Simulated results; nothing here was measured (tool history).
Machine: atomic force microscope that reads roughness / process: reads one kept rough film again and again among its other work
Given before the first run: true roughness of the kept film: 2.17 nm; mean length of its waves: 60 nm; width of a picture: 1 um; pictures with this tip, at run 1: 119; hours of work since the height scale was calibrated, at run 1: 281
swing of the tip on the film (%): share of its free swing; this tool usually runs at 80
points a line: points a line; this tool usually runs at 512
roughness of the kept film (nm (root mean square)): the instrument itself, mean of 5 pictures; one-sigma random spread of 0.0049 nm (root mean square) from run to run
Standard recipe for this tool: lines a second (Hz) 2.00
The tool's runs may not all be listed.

| run | hour | lines a second (Hz) | swing of the tip on the film (%) | points a line | pictures with this tip | hours of work since the height scale was calibrated | roughness of the kept film (nm (root mean square)) |
|---|---|---|---|---|---|---|---|
| 1 | 0.0 | 2.00 | 80 | 512 | 119 | 281 | 1.944 |
| 2 | 22.2 | 2.00 | 80 | 512 | 145 | 291 | 1.931 |
| 3 | 38.2 | 2.00 | 80 | 512 | 164 | 298 | 1.929 |
| 4 | 66.2 | 2.00 | 80 | 512 | 196 | 311 | 1.926 |
| 5 | 84.9 | 2.00 | 80 | 512 | 218 | 320 | 1.911 |
|  | 87.3 | new tip fitted |
| 6 | 108.5 | 2.00 | 80 | 512 | 25 | 330 | 1.979 |
| 7 | 136.5 | 2.00 | 80 | 512 | 57 | 343 | 1.969 |
| 8 | 157.9 | 1.27 | 80 | 512 | 82 | 352 | 1.994 |
| 9 | 179.9 | 2.00 | 80 | 512 | 107 | 362 | 1.947 |
| 10 | 196.7 | 2.00 | 80 | 512 | 127 | 370 | 1.942 |
| 11 | 224.5 | 2.00 | 80 | 512 | 159 | 383 | 1.924 |
| 12 | 244.4 | 2.00 | 63 | 338 | 182 | 392 | 1.998 |
| 13 | 270.7 | 2.44 | 81 | 788 | 213 | 404 | 1.865 |
|  | 278.8 | new tip fitted |
| 14 | 290.1 | 0.58 | 81 | 423 | 14 | 412 | 2.075 |
| 15 | 302.8 | 0.58 | 81 | 423 | 28 | 418 | 2.069 |
| 16 | 327.4 | 2.32 | 81 | 367 | 57 | 429 | 1.933 |
| 17 | 345.0 | 2.32 | 81 | 367 | 77 | 437 | 1.920 |
| 18 | 366.6 | 2.99 | 84 | 283 | 102 | 447 | 1.838 |
| 19 | 393.2 | 2.99 | 84 | 283 | 133 | 459 | 1.826 |
| 20 | 406.8 | 1.12 | 73 | 591 | 149 | 465 | 2.008 |
| 21 | 432.5 | 0.88 | 88 | 591 | 178 | 477 | 1.967 |
| 22 | 444.4 | 1.38 | 88 | 425 | 192 | 482 | 1.901 |

4 options for the next run, each taken on its own from the tool as it stands now. Forecast them:
| A | 466.0 | 1.62 | 64 | 533 | 217 | 492 | ? |
| B | 466.0 | 1.00 | 78 | 334 | 217 | 492 | ? |
| C | 466.0 | 0.55 | 72 | 933 | 217 | 492 | ? |
| D | 466.0 | 1.38 | 88 | 442 | 217 | 492 | ? |

| run | roughness of the kept film (nm (root mean square)) |
|---|---|
| A | 1.991 |
| B | 1.977 |
| C | 2.025 |
| D | 1.899 |
With the hidden condition removed and each run's random variation left untouched, the same runs would have given:
| run | roughness of the kept film (nm (root mean square)) |
|---|---|
| A | 2.078 |
| B | 2.063 |
| C | 2.113 |
| D | 1.982 |

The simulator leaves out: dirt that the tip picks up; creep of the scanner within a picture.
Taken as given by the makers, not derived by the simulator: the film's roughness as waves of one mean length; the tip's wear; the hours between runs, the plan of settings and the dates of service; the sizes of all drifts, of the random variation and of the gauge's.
